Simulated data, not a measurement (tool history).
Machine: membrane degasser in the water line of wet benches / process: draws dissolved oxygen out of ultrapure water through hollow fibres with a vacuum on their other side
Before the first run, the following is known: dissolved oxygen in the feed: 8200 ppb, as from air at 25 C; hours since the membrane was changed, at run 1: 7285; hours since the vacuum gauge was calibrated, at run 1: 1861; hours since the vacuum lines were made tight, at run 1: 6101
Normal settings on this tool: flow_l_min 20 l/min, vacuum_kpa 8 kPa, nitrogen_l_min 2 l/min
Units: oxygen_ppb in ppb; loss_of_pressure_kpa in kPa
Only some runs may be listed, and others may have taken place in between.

run      day  flow_l_min  vacuum_kpa  nitrogen_l_min  hours since the membrane was changed  hours since the vacuum gauge was calibrated  hours since the vacuum lines were made tight  oxygen_ppb  loss_of_pressure_kpa
  1        0          20           8               2                                  7285                                         1861                                          6101       309.1                 59.81
  2      9.3          20           8               2                                  7509                                         2085                                          6324       309.7                 59.51
  3   18.896          20           8             1.4                                  7739                                         2315                                          6555       346.5                 59.85
  4     25.7          20           8             1.4                                  7902                                         2478                                          6718       354.8                 60.07
  5   31.317          20           8             1.4                                  8037                                         2613                                          6853       352.2                  60.3
  6   38.158          20       12.74               2                                  8201                                         2777                                          7017       407.4                 60.35
  7   47.212          20       12.74               2                                  8418                                         2995                                          7234       419.5                 60.28
      49.242  -- vacuum gauge calibrated
  8   51.546          20           8            4.55                                  8522                                           55                                          7338         263                 60.33
  9   55.862          20           8            2.38                                  8626                                          159                                          7441       303.9                 60.77
 10   64.579          20           8            2.38                                  8835                                          368                                          7651       301.2                 60.64
 11   74.725          20           8            2.38                                  9078                                          612                                          7894       303.6                 60.94
      78.588  -- vacuum gauge calibrated, once more
 12   79.896          20           8            2.38                                  9202                                           31                                          8018       302.4                  60.7
 13   88.175          20       18.11               2                                  9401                                          230                                          8216       535.4                 60.58
 14     93.2          20       14.42               2                                  9521                                          351                                          8337       457.7                 60.98
 15   98.658          20       14.42               2                                  9652                                          482                                          8468       460.2                 60.15
 16  103.521          20       14.42               2                                  9769                                          598                                          8585       468.6                 60.59
 17  108.962          25           8               2                                  9899                                          729                                          8715       492.5                 76.42
     116.129  -- seals of the vacuum lines changed
 18  118.362          31           8               2                                 10123                                          953                                            54       713.1                 94.55
 19  123.254          14           8               2                                 10240                                         1070                                           171       151.1                  42.7
 20  132.358          20       11.57            1.47                                 10459                                         1289                                           390       451.5                 61.18
 21  137.079          31       19.66            1.47                                 10572                                         1402                                           503      1207.8                 94.68
 22  141.442          15           8            1.24                                 10677                                         1507                                           608       227.7                  45.8
 23  147.662          15           8            1.24                                 10826                                         1656                                           757       223.7                 45.34
 24  155.054          18           8               2                                 11004                                         1833                                           934       270.5                 55.22
 25  159.758          21        8.69            1.42                                 11117                                         1946                                          1047       426.3                 64.69
 26    167.9          21        8.69            1.42                                 11312                                         2141                                          1242       432.2                 64.45
 27  172.612          21        8.69            1.42                                 11425                                         2255                                          1356       431.9                 64.79

3 ways to go on from here, each from the tool as it stands after run 27. What would each give?
  A  179.238          29           8            1.64                                 11584                                         2414                                          1515           ?                     ?
  B  179.238          20        8.64            3.37                                 11584                                         2414                                          1515           ?                     ?
  C  179.238          19        8.69            1.42                                 11584                                         2414                                          1515           ?                     ?

run  oxygen_ppb  loss_of_pressure_kpa
  A         697                 89.09
  B       296.3                 61.66
  C       353.8                  58.3
Stripped of hidden state, with their random variation kept, the same runs would have yielded:
run  oxygen_ppb  loss_of_pressure_kpa
  A       592.5                 82.52
  B       239.8                 57.11
  C       301.9                 53.98
